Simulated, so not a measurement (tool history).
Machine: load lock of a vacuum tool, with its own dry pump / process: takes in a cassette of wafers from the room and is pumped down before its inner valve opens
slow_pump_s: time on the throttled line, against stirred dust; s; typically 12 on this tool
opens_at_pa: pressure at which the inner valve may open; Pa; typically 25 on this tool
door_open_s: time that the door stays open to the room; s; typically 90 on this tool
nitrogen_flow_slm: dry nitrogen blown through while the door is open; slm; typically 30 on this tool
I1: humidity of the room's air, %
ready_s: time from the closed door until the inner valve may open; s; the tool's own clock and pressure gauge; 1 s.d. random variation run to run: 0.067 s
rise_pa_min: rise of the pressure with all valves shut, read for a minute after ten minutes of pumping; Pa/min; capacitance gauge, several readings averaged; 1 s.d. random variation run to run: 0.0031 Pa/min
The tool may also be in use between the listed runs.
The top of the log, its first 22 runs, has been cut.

run 23 hour=4440.6 | slow_pump_s=24 opens_at_pa=20 door_open_s=33 nitrogen_flow_slm=28 | I1=43.4 | ready_s=29.46 rise_pa_min=0.426
run 24 hour=4596.9 | slow_pump_s=24 opens_at_pa=20 door_open_s=117 nitrogen_flow_slm=28 | I1=45.2 | ready_s=29.44 rise_pa_min=0.465
run 25 hour=4818.2 | slow_pump_s=24 opens_at_pa=20 door_open_s=117 nitrogen_flow_slm=28 | I1=44.6 | ready_s=29.61 rise_pa_min=0.490
run 26 hour=4926.9 | slow_pump_s=24 opens_at_pa=43 door_open_s=117 nitrogen_flow_slm=28 | I1=46.1 | ready_s=28.36 rise_pa_min=0.487
run 27 hour=5134.1 | slow_pump_s=12 opens_at_pa=23 door_open_s=169 nitrogen_flow_slm=39 | I1=43.2 | ready_s=21.06 rise_pa_min=0.506
run 28 hour=5241.9 | slow_pump_s=12 opens_at_pa=23 door_open_s=169 nitrogen_flow_slm=39 | I1=44.8 | ready_s=21.12 rise_pa_min=0.530
run 29 hour=5346.0 | slow_pump_s=12 opens_at_pa=23 door_open_s=169 nitrogen_flow_slm=39 | I1=46.1 | ready_s=20.87 rise_pa_min=0.533
run 30 hour=5501.3 | slow_pump_s=12 opens_at_pa=20 door_open_s=90 nitrogen_flow_slm=30 | I1=49.1 | ready_s=21.38 rise_pa_min=0.526
run 31 hour=5726.5 | slow_pump_s=20 opens_at_pa=46 door_open_s=90 nitrogen_flow_slm=30 | I1=41.2 | ready_s=25.56 rise_pa_min=0.539
run 32 hour=5847.9 | slow_pump_s=8 opens_at_pa=25 door_open_s=44 nitrogen_flow_slm=30 | I1=45.3 | ready_s=18.23 rise_pa_min=0.528
run 33 hour=6054.3 | slow_pump_s=16 opens_at_pa=22 door_open_s=35 nitrogen_flow_slm=12 | I1=46.1 | ready_s=23.96 rise_pa_min=0.566
-- hour=6159.1 dry pump taken out, an overhauled one fitted
run 34 hour=6188.2 | slow_pump_s=11 opens_at_pa=34 door_open_s=90 nitrogen_flow_slm=30 | I1=47.0 | ready_s=18.74 rise_pa_min=0.586
run 35 hour=6343.0 | slow_pump_s=11 opens_at_pa=34 door_open_s=90 nitrogen_flow_slm=30 | I1=44.0 | ready_s=18.77 rise_pa_min=0.593
run 36 hour=6572.4 | slow_pump_s=7 opens_at_pa=36 door_open_s=32 nitrogen_flow_slm=30 | I1=45.3 | ready_s=15.76 rise_pa_min=0.575
run 37 hour=6752.3 | slow_pump_s=6 opens_at_pa=19 door_open_s=90 nitrogen_flow_slm=45 | I1=47.2 | ready_s=16.11 rise_pa_min=0.617

Consider 4 possible next runs. They are alternatives, not a sequence: every one starts from the tool as it was left by run 37. What does each give?
run A hour=6923.2 | slow_pump_s=23 opens_at_pa=25 door_open_s=90 nitrogen_flow_slm=30 | I1=43.2 | ready_s=? rise_pa_min=?
run B hour=6923.2 | slow_pump_s=15 opens_at_pa=19 door_open_s=99 nitrogen_flow_slm=18 | I1=44.2 | ready_s=? rise_pa_min=?
run C hour=6923.2 | slow_pump_s=18 opens_at_pa=28 door_open_s=90 nitrogen_flow_slm=7 | I1=45.5 | ready_s=? rise_pa_min=?
run D hour=6923.2 | slow_pump_s=6 opens_at_pa=23 door_open_s=164 nitrogen_flow_slm=25 | I1=41.0 | ready_s=? rise_pa_min=?

run=A ready_s=27.94 rise_pa_min=0.651
run=B ready_s=22.51 rise_pa_min=0.681
run=C ready_s=24.15 rise_pa_min=0.697
run=D ready_s=15.72 rise_pa_min=0.671
The same runs, with their run-to-run variation unchanged, on a tool lacking any hidden condition would have given:
run=A ready_s=27.89 rise_pa_min=0.056
run=B ready_s=22.47 rise_pa_min=0.085
run=C ready_s=24.11 rise_pa_min=0.104
run=D ready_s=15.64 rise_pa_min=0.084
